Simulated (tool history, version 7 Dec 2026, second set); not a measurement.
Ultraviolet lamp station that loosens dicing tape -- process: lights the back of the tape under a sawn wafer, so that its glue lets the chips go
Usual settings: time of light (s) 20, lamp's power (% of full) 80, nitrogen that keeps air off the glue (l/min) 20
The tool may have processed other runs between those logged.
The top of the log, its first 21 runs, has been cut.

run	hour	time of light (s)	lamp's power (% of full)	nitrogen that keeps air off the glue (l/min)	hours of work of the lamp	hours of work since the window was cleaned	force that peels the tape off (N)	light that reached the tape (J/m2)
22	211.7	26	60	16	256	38	0.666	3710
# hour 217.6: window cleaned of glue's vapour, once more
23	218.5	21	90	16	259	0	0.416	4800
24	226.1	17	68	40	263	4	0.573	2920
25	234	20	80	27	267	9	0.39	4070
26	240.2	11	92	20	270	12	1.029	2580
27	250	10	80	20	276	17	1.314	2050
28	257.9	10	80	20	280	21	1.353	2040
29	265.6	29	63	10	284	25	0.626	4650
30	276.4	29	63	10	290	31	0.639	4600
31	289.4	29	77	10	296	38	0.44	5640
32	295	29	77	10	299	41	0.46	5560
33	302.5	17	73	14	303	45	0.947	3060
34	308.3	17	73	14	306	48	0.937	3100
35	314.4	17	73	14	310	51	0.954	3100

Forecast each of these 5 alternatives for the next run:
A	325.3	28	63	12	315	57	?	?
B	325.3	17	73	14	315	57	?	?
C	325.3	17	62	14	315	57	?	?
D	325.3	11	69	14	315	57	?	?
E	325.3	18	73	17	315	57	?	?

run	force that peels the tape off (N)	light that reached the tape (J/m2)
A	0.628	4410
B	0.949	3110
C	1.206	2650
D	1.662	1890
E	0.78	3260
Had the tool no hidden state, the same runs would have come out as:
run	force that peels the tape off (N)	light that reached the tape (J/m2)
A	0.535	4840
B	0.831	3410
C	1.073	2910
D	1.523	2080
E	0.673	3580

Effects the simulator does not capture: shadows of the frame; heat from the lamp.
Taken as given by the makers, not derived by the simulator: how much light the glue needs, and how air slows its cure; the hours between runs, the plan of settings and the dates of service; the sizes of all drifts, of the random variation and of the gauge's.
